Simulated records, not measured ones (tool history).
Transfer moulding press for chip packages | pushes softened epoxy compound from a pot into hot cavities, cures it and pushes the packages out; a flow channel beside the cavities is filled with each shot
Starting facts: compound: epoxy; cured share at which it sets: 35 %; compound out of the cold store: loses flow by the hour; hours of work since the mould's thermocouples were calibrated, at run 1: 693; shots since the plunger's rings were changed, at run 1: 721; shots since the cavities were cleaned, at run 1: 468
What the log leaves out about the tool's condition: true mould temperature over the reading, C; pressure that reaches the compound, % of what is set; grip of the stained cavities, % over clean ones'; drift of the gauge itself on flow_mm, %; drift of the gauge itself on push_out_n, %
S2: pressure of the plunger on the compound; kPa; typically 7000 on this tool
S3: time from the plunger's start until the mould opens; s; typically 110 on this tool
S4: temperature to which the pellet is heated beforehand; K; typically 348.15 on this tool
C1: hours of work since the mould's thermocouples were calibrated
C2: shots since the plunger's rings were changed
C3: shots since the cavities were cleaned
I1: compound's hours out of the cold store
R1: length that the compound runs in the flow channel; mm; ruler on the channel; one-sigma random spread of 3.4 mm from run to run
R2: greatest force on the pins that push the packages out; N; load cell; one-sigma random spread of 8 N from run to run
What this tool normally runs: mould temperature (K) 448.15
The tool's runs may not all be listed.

Run 1, day 0: usual settings; C1 693; C2 721; C3 468; I1 30.1. Result: R1 896 mm, R2 475 N.
Run 2, day 1.142: usual settings but S2 5530 kPa; C1 708; C2 976; C3 723; I1 44.5. Result: R1 745 mm, R2 479 N.
At day 2.538: cavities cleaned with cleaning compound and waxed.
Run 3, day 2.671: usual settings but S2 5530 kPa; C1 727; C2 1302; C3 30; I1 48. Result: R1 734 mm, R2 345 N.
At day 3.671: mould's thermocouples calibrated.
Run 4, day 4.138: usual settings but S2 5530 kPa; C1 6; C2 1609; C3 337; I1 12.8. Result: R1 866 mm, R2 448 N.
Run 5, day 5.317: usual settings but S4 358.15 K; C1 21; C2 1872; C3 600; I1 40.9. Result: R1 843 mm, R2 461 N.
Run 6, day 6.767: usual settings but S4 358.15 K; C1 40; C2 2195; C3 923; I1 41.2. Result: R1 847 mm, R2 465 N.
At day 7.275: cavities cleaned with cleaning compound and waxed.
Run 7, day 7.458: usual settings but S4 358.15 K; C1 49; C2 2334; C3 40; I1 45.4. Result: R1 825 mm, R2 339 N.
Run 8, day 8.217: usual settings but S4 358.15 K; C1 58; C2 2503; C3 209; I1 16.4. Result: R1 952 mm, R2 413 N.
Run 9, day 8.825: usual settings but S4 358.15 K; C1 66; C2 2638; C3 344; I1 32.2. Result: R1 874 mm, R2 421 N.
Run 10, day 9.996: usual settings but S4 358.15 K; C1 82; C2 2899; C3 605; I1 44.5. Result: R1 825 mm, R2 459 N.
Run 11, day 11.233: usual settings; C1 98; C2 3174; C3 880; I1 37.9. Result: R1 851 mm, R2 495 N.
At day 11.904: cavities cleaned with cleaning compound and waxed.
At day 12.538: mould's thermocouples calibrated, once more.
Run 12, day 12.604: usual settings; C1 1; C2 3447; C3 138; I1 43.1. Result: R1 831 mm, R2 388 N.
Run 13, day 13.288: usual settings but S4 343.15 K; C1 10; C2 3599; C3 290; I1 40.7. Result: R1 841 mm, R2 441 N.
Run 14, day 14.092: usual settings but S4 343.15 K; C1 20; C2 3778; C3 469; I1 40.9. Result: R1 845 mm, R2 455 N.
Run 15, day 15.221: usual settings but mould temperature (K) 450.15, S3 124 s; C1 35; C2 4029; C3 720; I1 31.9. Result: R1 869 mm, R2 392 N.
Run 16, day 16.433: usual settings but mould temperature (K) 447.15, S2 7550 kPa, S3 131 s; C1 51; C2 4298; C3 989; I1 20.5. Result: R1 967 mm, R2 433 N.
At day 16.608: cavities cleaned with cleaning compound and waxed.
Run 17, day 17.946: usual settings but mould temperature (K) 441.15, S2 8250 kPa, S3 119 s, S4 346.15 K; C1 70; C2 4621; C3 298; I1 10.1. Result: R1 1083 mm, R2 682 N.
Run 18, day 19.342: usual settings but S2 5370 kPa, S3 112 s, S4 355.15 K; C1 88; C2 4931; C3 608; I1 16.2. Result: R1 815 mm, R2 493 N.
Run 19, day 20.496: usual settings but mould temperature (K) 456.15, S4 354.15 K; C1 103; C2 5188; C3 865; I1 33.2. Result: R1 831 mm, R2 385 N.
At day 21.3: cavities cleaned with cleaning compound and waxed.
Run 20, day 21.304: usual settings but mould temperature (K) 456.15, S4 354.15 K; C1 113; C2 5355; C3 2; I1 42.3. Result: R1 803 mm, R2 260 N.
Run 21, day 22.375: usual settings but mould temperature (K) 442.15, S2 6170 kPa, S3 119 s, S4 354.15 K; C1 127; C2 5593; C3 240; I1 43.8. Result: R1 784 mm, R2 537 N.
At day 23.729: plunger's sealing rings changed.
Run 22, day 23.917: usual settings but mould temperature (K) 444.15, S2 7910 kPa, S3 93 s, S4 357.15 K; C1 145; C2 42; C3 560; I1 32.4. Result: R1 968 mm, R2 872 N.
Run 23, day 25.367: usual settings but mould temperature (K) 444.15, S2 7910 kPa, S3 93 s, S4 357.15 K; C1 164; C2 364; C3 882; I1 30.4. Result: R1 982 mm, R2 940 N.
At day 26.096: cavities cleaned with cleaning compound and waxed.
Run 24, day 26.492: usual settings; C1 178; C2 600; C3 87; I1 28.2. Result: R1 912 mm, R2 382 N.
Run 25, day 27.404: usual settings but S2 6740 kPa; C1 190; C2 803; C3 290; I1 38.3. Result: R1 847 mm, R2 454 N.
Run 26, day 28.642: usual settings but mould temperature (K) 455.15, S2 8160 kPa, S3 95 s, S4 340.15 K; C1 206; C2 1078; C3 565; I1 31.9. Result: R1 937 mm, R2 430 N.

5 options for the next run, each taken on its own from the tool as it stands now. Forecast them:
Run A, day 29.946: usual settings but mould temperature (K) 454.15, S2 8160 kPa, S3 95 s, S4 340.15 K; C1 223; C2 1369; C3 856; I1 19.8. Result: R1 ?, R2 ?.
Run B, day 29.946: usual settings but mould temperature (K) 455.15, S2 8160 kPa, S4 342.15 K; C1 223; C2 1369; C3 856; I1 9.1. Result: R1 ?, R2 ?.
Run C, day 29.946: usual settings but mould temperature (K) 455.15, S2 8200 kPa, S3 95 s, S4 340.15 K; C1 223; C2 1369; C3 856; I1 47.7. Result: R1 ?, R2 ?.
Run D, day 29.946: usual settings but mould temperature (K) 450.15, S2 8160 kPa, S3 95 s, S4 356.15 K; C1 223; C2 1369; C3 856; I1 45.5. Result: R1 ?, R2 ?.
Run E, day 29.946: usual settings but mould temperature (K) 455.15, S2 5960 kPa, S3 95 s, S4 340.15 K; C1 223; C2 1369; C3 856; I1 18.7. Result: R1 ?, R2 ?.

run    R1   R2
  A   986  510
  B  1046  402
  C   870  424
  D   892  584
  E   852  476
With the hidden condition removed and each run's random variation left untouched, the same runs would have given:
run    R1   R2
  A   996  348
  B  1057  268
  C   879  286
  D   901  398
  E   861  325

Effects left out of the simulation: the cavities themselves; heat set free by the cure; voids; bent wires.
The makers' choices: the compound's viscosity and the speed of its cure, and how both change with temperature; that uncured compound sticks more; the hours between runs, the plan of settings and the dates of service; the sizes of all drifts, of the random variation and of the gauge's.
